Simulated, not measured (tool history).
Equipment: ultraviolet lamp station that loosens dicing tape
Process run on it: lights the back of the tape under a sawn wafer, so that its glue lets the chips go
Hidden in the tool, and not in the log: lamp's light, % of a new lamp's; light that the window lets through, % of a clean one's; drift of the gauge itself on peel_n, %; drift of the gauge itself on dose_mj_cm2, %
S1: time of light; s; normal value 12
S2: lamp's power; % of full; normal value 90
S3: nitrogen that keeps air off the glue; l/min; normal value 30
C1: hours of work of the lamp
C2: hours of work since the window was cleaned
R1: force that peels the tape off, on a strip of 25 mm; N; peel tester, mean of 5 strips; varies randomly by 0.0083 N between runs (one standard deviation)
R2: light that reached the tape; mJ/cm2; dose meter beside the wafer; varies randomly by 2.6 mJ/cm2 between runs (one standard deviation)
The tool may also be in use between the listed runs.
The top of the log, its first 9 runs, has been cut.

run 10 hour=140.1 | S1=12 S2=90 S3=41 | C1=170 C2=216 | R1=0.359 R2=280
run 11 hour=161.7 | S1=12 S2=93 S3=30 | C1=180 C2=226 | R1=0.386 R2=291
run 12 hour=172.7 | S1=12 S2=90 S3=23 | C1=185 C2=231 | R1=0.435 R2=280
-- hour=175.0 window cleaned of glue's vapour
run 13 hour=185.1 | S1=12 S2=90 S3=23 | C1=190 C2=5 | R1=0.451 R2=280
run 14 hour=200.1 | S1=12 S2=90 S3=23 | C1=197 C2=12 | R1=0.469 R2=280
run 15 hour=217.6 | S1=12 S2=82 S3=30 | C1=205 C2=20 | R1=0.501 R2=249
-- hour=219.9 window cleaned of glue's vapour, once more
run 16 hour=240.6 | S1=18 S2=82 S3=30 | C1=216 C2=10 | R1=0.293 R2=384
run 17 hour=254.7 | S1=18 S2=82 S3=30 | C1=222 C2=16 | R1=0.269 R2=385
run 18 hour=275.9 | S1=18 S2=82 S3=30 | C1=232 C2=26 | R1=0.283 R2=382
run 19 hour=287.8 | S1=18 S2=82 S3=30 | C1=238 C2=31 | R1=0.280 R2=378
run 20 hour=299.5 | S1=18 S2=82 S3=30 | C1=243 C2=37 | R1=0.284 R2=375
run 21 hour=315.8 | S1=18 S2=82 S3=30 | C1=250 C2=44 | R1=0.299 R2=385
run 22 hour=334.1 | S1=18 S2=82 S3=30 | C1=259 C2=53 | R1=0.279 R2=376
run 23 hour=353.1 | S1=7 S2=99 S3=24 | C1=268 C2=61 | R1=0.983 R2=173
run 24 hour=365.7 | S1=7 S2=99 S3=24 | C1=273 C2=67 | R1=1.009 R2=176
run 25 hour=376.3 | S1=16 S2=99 S3=19 | C1=278 C2=72 | R1=0.283 R2=399
run 26 hour=392.1 | S1=10 S2=91 S3=14 | C1=286 C2=79 | R1=0.777 R2=228
run 27 hour=403.6 | S1=9 S2=77 S3=14 | C1=291 C2=85 | R1=1.275 R2=169
run 28 hour=416.2 | S1=9 S2=77 S3=14 | C1=297 C2=91 | R1=1.323 R2=172
run 29 hour=432.2 | S1=12 S2=79 S3=30 | C1=304 C2=98 | R1=0.552 R2=231
run 30 hour=452.6 | S1=7 S2=99 S3=14 | C1=314 C2=107 | R1=1.301 R2=172
run 31 hour=472.7 | S1=7 S2=99 S3=14 | C1=323 C2=117 | R1=1.320 R2=169

Run 32 has not been measured yet. What should we expect?
run 32 hour=486.8 | S1=8 S2=90 S3=16 | C1=329 C2=123 | R1=? R2=?

{"run 32": {"R1": 1.191, "R2": 173}}
Had the tool carried no hidden state, the very same run would have given R1 0.814 N, R2 217 mJ/cm2.

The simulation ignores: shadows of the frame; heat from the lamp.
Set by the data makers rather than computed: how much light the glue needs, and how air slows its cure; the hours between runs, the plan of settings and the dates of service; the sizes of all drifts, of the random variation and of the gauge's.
